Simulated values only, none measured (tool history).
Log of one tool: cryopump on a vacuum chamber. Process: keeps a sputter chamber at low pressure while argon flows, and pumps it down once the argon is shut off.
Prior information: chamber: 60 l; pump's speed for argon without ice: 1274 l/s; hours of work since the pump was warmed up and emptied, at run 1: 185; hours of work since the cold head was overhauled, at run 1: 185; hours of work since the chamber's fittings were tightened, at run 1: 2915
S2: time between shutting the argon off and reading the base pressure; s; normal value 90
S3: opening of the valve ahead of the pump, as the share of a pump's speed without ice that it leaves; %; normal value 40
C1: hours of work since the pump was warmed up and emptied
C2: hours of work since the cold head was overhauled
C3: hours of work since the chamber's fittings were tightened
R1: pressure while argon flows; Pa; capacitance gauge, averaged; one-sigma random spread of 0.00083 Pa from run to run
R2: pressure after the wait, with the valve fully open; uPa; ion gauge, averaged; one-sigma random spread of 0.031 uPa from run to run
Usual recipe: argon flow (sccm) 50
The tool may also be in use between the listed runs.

{"run": 1, "day": 0.0, "argon flow (sccm)": 50, "S2": 90, "S3": 40, "C1": 185, "C2": 185, "C3": 2915, "R1": 0.1695, "R2": 3.58}
{"run": 2, "day": 0.962, "argon flow (sccm)": 50, "S2": 90, "S3": 40, "C1": 201, "C2": 201, "C3": 2931, "R1": 0.1683, "R2": 3.66}
{"run": 3, "day": 3.2, "argon flow (sccm)": 50, "S2": 138, "S3": 40, "C1": 238, "C2": 238, "C3": 2968, "R1": 0.1694, "R2": 3.22}
{"run": 4, "day": 4.338, "argon flow (sccm)": 50, "S2": 27, "S3": 40, "C1": 256, "C2": 256, "C3": 2986, "R1": 0.1703, "R2": 6.83}
{"run": 5, "day": 5.867, "argon flow (sccm)": 50, "S2": 90, "S3": 55, "C1": 281, "C2": 281, "C3": 3011, "R1": 0.1226, "R2": 3.83}
{"run": 6, "day": 7.988, "argon flow (sccm)": 50, "S2": 90, "S3": 40, "C1": 316, "C2": 316, "C3": 3046, "R1": 0.1699, "R2": 3.8}
{"run": 7, "day": 9.95, "argon flow (sccm)": 50, "S2": 90, "S3": 40, "C1": 348, "C2": 348, "C3": 3078, "R1": 0.1691, "R2": 3.8}
{"run": 8, "day": 11.475, "argon flow (sccm)": 50, "S2": 39, "S3": 40, "C1": 373, "C2": 373, "C3": 3103, "R1": 0.169, "R2": 5.74}
{"run": 9, "day": 12.742, "argon flow (sccm)": 50, "S2": 39, "S3": 40, "C1": 394, "C2": 394, "C3": 3124, "R1": 0.1719, "R2": 5.67}
{"run": 10, "day": 14.183, "argon flow (sccm)": 50, "S2": 120, "S3": 40, "C1": 418, "C2": 418, "C3": 3148, "R1": 0.1718, "R2": 3.56}
{"run": 11, "day": 16.454, "argon flow (sccm)": 50, "S2": 90, "S3": 40, "C1": 455, "C2": 455, "C3": 3185, "R1": 0.1711, "R2": 4.01}
{"run": 12, "day": 17.85, "argon flow (sccm)": 50, "S2": 90, "S3": 40, "C1": 478, "C2": 478, "C3": 3208, "R1": 0.1714, "R2": 3.99}
{"run": 13, "day": 19.904, "argon flow (sccm)": 50, "S2": 90, "S3": 40, "C1": 511, "C2": 511, "C3": 3241, "R1": 0.1727, "R2": 4.15}
{"run": 14, "day": 21.967, "argon flow (sccm)": 50, "S2": 90, "S3": 40, "C1": 545, "C2": 545, "C3": 3275, "R1": 0.1722, "R2": 4.08}
{"run": 15, "day": 24.029, "argon flow (sccm)": 23, "S2": 90, "S3": 40, "C1": 579, "C2": 579, "C3": 3309, "R1": 0.0795, "R2": 4.1}
{"run": 16, "day": 25.317, "argon flow (sccm)": 50, "S2": 90, "S3": 20, "C1": 600, "C2": 600, "C3": 3330, "R1": 0.3409, "R2": 4.13}
{"run": 17, "day": 27.383, "argon flow (sccm)": 50, "S2": 90, "S3": 57, "C1": 634, "C2": 634, "C3": 3364, "R1": 0.1238, "R2": 4.21}
{"run": 18, "day": 28.433, "argon flow (sccm)": 50, "S2": 236, "S3": 19, "C1": 651, "C2": 651, "C3": 3381, "R1": 0.356, "R2": 3.41}
{"run": 19, "day": 30.158, "argon flow (sccm)": 50, "S2": 236, "S3": 19, "C1": 679, "C2": 679, "C3": 3409, "R1": 0.3553, "R2": 3.49}
{"run": 20, "day": 31.488, "argon flow (sccm)": 50, "S2": 236, "S3": 19, "C1": 701, "C2": 701, "C3": 3431, "R1": 0.3555, "R2": 3.36}
{"run": 21, "day": 32.746, "argon flow (sccm)": 50, "S2": 77, "S3": 24, "C1": 721, "C2": 721, "C3": 3451, "R1": 0.2878, "R2": 4.53}
{"run": 22, "day": 34.283, "argon flow (sccm)": 50, "S2": 77, "S3": 24, "C1": 746, "C2": 746, "C3": 3476, "R1": 0.2848, "R2": 4.45}
{"run": 23, "day": 36.05, "argon flow (sccm)": 48, "S2": 203, "S3": 40, "C1": 775, "C2": 775, "C3": 3505, "R1": 0.1684, "R2": 3.64}
{"run": 24, "day": 37.429, "argon flow (sccm)": 48, "S2": 203, "S3": 40, "C1": 798, "C2": 798, "C3": 3528, "R1": 0.1683, "R2": 3.79}
{"run": 25, "day": 38.825, "argon flow (sccm)": 38, "S2": 61, "S3": 27, "C1": 821, "C2": 821, "C3": 3551, "R1": 0.1922, "R2": 5.08}
{"run": 26, "day": 39.742, "argon flow (sccm)": 38, "S2": 61, "S3": 27, "C1": 836, "C2": 836, "C3": 3566, "R1": 0.193, "R2": 5.11}
{"run": 27, "day": 41.321, "argon flow (sccm)": 38, "S2": 61, "S3": 27, "C1": 862, "C2": 862, "C3": 3592, "R1": 0.1933, "R2": 5.03}
{"run": 28, "day": 42.462, "argon flow (sccm)": 59, "S2": 81, "S3": 16, "C1": 880, "C2": 880, "C3": 3610, "R1": 0.4977, "R2": 4.58}
{"run": 29, "day": 44.125, "argon flow (sccm)": 59, "S2": 81, "S3": 16, "C1": 908, "C2": 908, "C3": 3638, "R1": 0.5031, "R2": 4.69}
{"run": 30, "day": 45.808, "argon flow (sccm)": 59, "S2": 81, "S3": 16, "C1": 935, "C2": 935, "C3": 3665, "R1": 0.5034, "R2": 4.64}
{"day": 46.346, "done": "pump warmed up, emptied and cooled again"}
{"run": 31, "day": 47.304, "argon flow (sccm)": 57, "S2": 157, "S3": 15, "C1": 16, "C2": 956, "C3": 3686, "R1": 0.5043, "R2": 3.66}
{"day": 48.375, "done": "leaking fittings of the chamber tightened, without venting"}
{"run": 32, "day": 48.621, "argon flow (sccm)": 25, "S2": 156, "S3": 15, "C1": 36, "C2": 976, "C3": 4, "R1": 0.2206, "R2": 1}
{"run": 33, "day": 50.821, "argon flow (sccm)": 22, "S2": 31, "S3": 40, "C1": 72, "C2": 1012, "C3": 40, "R1": 0.074, "R2": 4.11}

What differs in the tool's unlogged condition from the final listed run ahead of each entry between runs to the first listed run following it?
Between runs 30 and 31: pump warmed up, emptied and cooled again (day 46.346)
  pump's speed, % of a pump's without ice: 86.8 -> 99.8; cold plate's temperature, K: 12.42 -> 12.43; leak into the chamber, uPa l/s: 3580 -> 3600
  measured minus no-state result, R1: +0.0127 -> +0.0008 Pa; R2: +3.01 -> +2.64 uPa
Between runs 31 and 32: leaking fittings of the chamber tightened, without venting (day 48.375)
  pump's speed, % of a pump's without ice: 99.8 -> 99.5; cold plate's temperature, K: 12.43 -> 12.44; leak into the chamber, uPa l/s: 3600 -> 332
  measured minus no-state result, R1: +0.0008 -> +0.0004 Pa; R2: +2.64 -> +0.03 uPa
